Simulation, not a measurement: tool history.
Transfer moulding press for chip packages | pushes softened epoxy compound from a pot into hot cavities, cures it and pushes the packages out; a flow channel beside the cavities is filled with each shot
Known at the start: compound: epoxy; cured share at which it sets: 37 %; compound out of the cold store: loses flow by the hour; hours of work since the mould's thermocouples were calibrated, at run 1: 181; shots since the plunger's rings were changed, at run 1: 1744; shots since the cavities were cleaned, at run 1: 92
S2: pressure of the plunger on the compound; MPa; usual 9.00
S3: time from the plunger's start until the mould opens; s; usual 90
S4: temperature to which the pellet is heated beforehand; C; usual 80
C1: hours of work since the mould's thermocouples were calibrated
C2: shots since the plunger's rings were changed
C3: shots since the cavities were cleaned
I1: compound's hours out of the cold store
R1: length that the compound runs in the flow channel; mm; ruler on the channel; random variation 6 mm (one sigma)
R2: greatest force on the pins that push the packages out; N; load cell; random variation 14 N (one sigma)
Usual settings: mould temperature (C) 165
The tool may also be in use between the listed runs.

Run 1, hour 0.0: usual settings; C1 181; C2 1744; C3 92; I1 12.9. Result: R1 728 mm, R2 805 N.
Run 2, hour 5.6: usual settings but mould temperature (C) 161; C1 184; C2 1810; C3 158; I1 37.4. Result: R1 704 mm, R2 1172 N.
Run 3, hour 11.4: usual settings but mould temperature (C) 161; C1 188; C2 1879; C3 227; I1 39.0. Result: R1 692 mm, R2 1200 N.
Run 4, hour 16.5: usual settings; C1 191; C2 1940; C3 288; I1 26.3. Result: R1 704 mm, R2 981 N.
Run 5, hour 23.8: usual settings; C1 195; C2 2026; C3 374; I1 44.1. Result: R1 670 mm, R2 981 N.
Run 6, hour 33.4: usual settings but S4 89 C; C1 200; C2 2141; C3 489; I1 41.7. Result: R1 675 mm, R2 1046 N.
Run 7, hour 42.1: usual settings but S4 89 C; C1 205; C2 2244; C3 592; I1 22.9. Result: R1 708 mm, R2 1107 N.
Run 8, hour 47.4: usual settings; C1 208; C2 2307; C3 655; I1 37.1. Result: R1 677 mm, R2 1150 N.
Run 9, hour 51.8: usual settings but S2 9.76 MPa; C1 210; C2 2359; C3 707; I1 17.0. Result: R1 749 mm, R2 1267 N.
Run 10, hour 56.1: usual settings but S2 9.76 MPa; C1 213; C2 2410; C3 758; I1 40.9. Result: R1 692 mm, R2 1175 N.
Run 11, hour 65.6: usual settings but S2 9.76 MPa, S4 76 C; C1 218; C2 2523; C3 871; I1 43.5. Result: R1 691 mm, R2 1247 N.
At hour 68.0: cavities cleaned with cleaning compound and waxed.
Run 12, hour 71.4: usual settings but S2 9.76 MPa, S4 76 C; C1 221; C2 2574; C3 40; I1 47.1. Result: R1 686 mm, R2 1465 N.
Run 13, hour 77.2: usual settings but S2 9.76 MPa, S4 76 C; C1 224; C2 2643; C3 109; I1 19.0. Result: R1 727 mm, R2 1544 N.
Run 14, hour 85.0: usual settings but S2 10.51 MPa; C1 228; C2 2735; C3 201; I1 47.0. Result: R1 712 mm, R2 1433 N.
Run 15, hour 92.7: usual settings but mould temperature (C) 168, S2 10.53 MPa, S3 77 s, S4 85 C; C1 233; C2 2827; C3 293; I1 9.2. Result: R1 768 mm, R2 1771 N.
Run 16, hour 101.2: usual settings but mould temperature (C) 170, S2 10.63 MPa, S3 74 s, S4 75 C; C1 238; C2 2928; C3 394; I1 29.1. Result: R1 727 mm, R2 1650 N.
At hour 106.2: cavities cleaned with cleaning compound and waxed, once more.
Run 17, hour 107.9: usual settings but mould temperature (C) 158, S2 10.63 MPa, S3 98 s, S4 87 C; C1 241; C2 2990; C3 21; I1 25.4. Result: R1 783 mm, R2 1068 N.
Run 18, hour 113.7: usual settings but S2 8.50 MPa; C1 244; C2 3059; C3 90; I1 28.4. Result: R1 654 mm, R2 812 N.
Run 19, hour 121.3: usual settings but S2 8.50 MPa; C1 248; C2 3149; C3 180; I1 13.9. Result: R1 692 mm, R2 921 N.
Run 20, hour 130.6: usual settings but mould temperature (C) 171, S2 7.48 MPa, S3 117 s; C1 253; C2 3259; C3 290; I1 30.7. Result: R1 596 mm, R2 606 N.
Run 21, hour 137.7: usual settings but mould temperature (C) 171, S2 7.48 MPa, S3 120 s, S4 84 C; C1 257; C2 3344; C3 375; I1 45.8. Result: R1 565 mm, R2 636 N.
Run 22, hour 143.3: usual settings but S2 8.82 MPa, S3 122 s; C1 261; C2 3411; C3 442; I1 45.6. Result: R1 647 mm, R2 711 N.
Run 23, hour 151.7: usual settings but mould temperature (C) 159, S2 10.88 MPa, S3 104 s; C1 265; C2 3509; C3 540; I1 15.1. Result: R1 800 mm, R2 1352 N.
Run 24, hour 156.3: usual settings but S2 8.12 MPa, S3 81 s; C1 268; C2 3565; C3 596; I1 14.0. Result: R1 665 mm, R2 1550 N.

Some steps in R1 between neighbouring runs. How much of each would the tool show without its hidden state too (settings, what came in, random variation), and how much is left for the hidden state, with any gauge scatter that isn't in both results?
The hidden state here: true mould temperature over the reading, C; pressure that reaches the compound, % of what is set; grip of the stained cavities, % over clean ones'; drift of the gauge itself on flow_mm, %; drift of the gauge itself on push_out_n, %.
Run 22 -> 23: mould temperature (C) 165 -> 159, S2 8.82 -> 10.88, S3 122 -> 104. R1 +153 mm: hidden state -12, all else +165.
Run 23 -> 24: mould temperature (C) 159 -> 165, S2 10.88 -> 8.12, S3 104 -> 81. R1 -135 mm: hidden state +9, all else -144.

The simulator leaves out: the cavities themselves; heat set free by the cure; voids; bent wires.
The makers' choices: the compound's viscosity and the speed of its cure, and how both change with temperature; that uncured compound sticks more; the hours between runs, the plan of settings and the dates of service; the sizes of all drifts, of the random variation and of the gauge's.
